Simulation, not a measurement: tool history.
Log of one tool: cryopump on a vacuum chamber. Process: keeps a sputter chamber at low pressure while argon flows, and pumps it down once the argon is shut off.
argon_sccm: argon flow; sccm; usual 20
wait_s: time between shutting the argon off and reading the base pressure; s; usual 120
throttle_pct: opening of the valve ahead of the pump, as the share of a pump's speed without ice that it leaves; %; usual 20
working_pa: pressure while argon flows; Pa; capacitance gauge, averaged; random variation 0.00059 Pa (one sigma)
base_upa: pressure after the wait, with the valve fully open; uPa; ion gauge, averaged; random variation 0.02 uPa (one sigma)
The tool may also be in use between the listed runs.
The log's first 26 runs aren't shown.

run    hour  argon_sccm  wait_s  throttle_pct  working_pa  base_upa
 27  1925.5           8     112            31      0.0217      0.42
 28  1971.3           8     112            31      0.0214      0.45
 29  2023.4           8      40            20      0.0329      0.74
 30  2094.4           8      40            20      0.0336      0.79
 31  2142.3           8      40            20      0.0347      0.86
 32    2192           8      40            20      0.0341      0.85
       2219  -- pump warmed up, emptied and cooled again
 33    2257           8      40            20      0.0329      0.82
 34  2361.7          20      97            17      0.0943      0.55

Forecast each of these 4 alternatives for the next run:
  A  2442.8          27      97            17           ?         ?
  B  2442.8          20     182            20           ?         ?
  C  2442.8          10      32            42           ?         ?
  D  2442.8          20     111            21           ?         ?

run  working_pa  base_upa
  A      0.1276      0.56
  B      0.0815      0.48
  C      0.0204         1
  D      0.0779      0.57
Without the tool's hidden state the same runs would have given:
run  working_pa  base_upa
  A      0.1246      0.32
  B      0.0793      0.24
  C      0.0192      0.75
  D      0.0756      0.33

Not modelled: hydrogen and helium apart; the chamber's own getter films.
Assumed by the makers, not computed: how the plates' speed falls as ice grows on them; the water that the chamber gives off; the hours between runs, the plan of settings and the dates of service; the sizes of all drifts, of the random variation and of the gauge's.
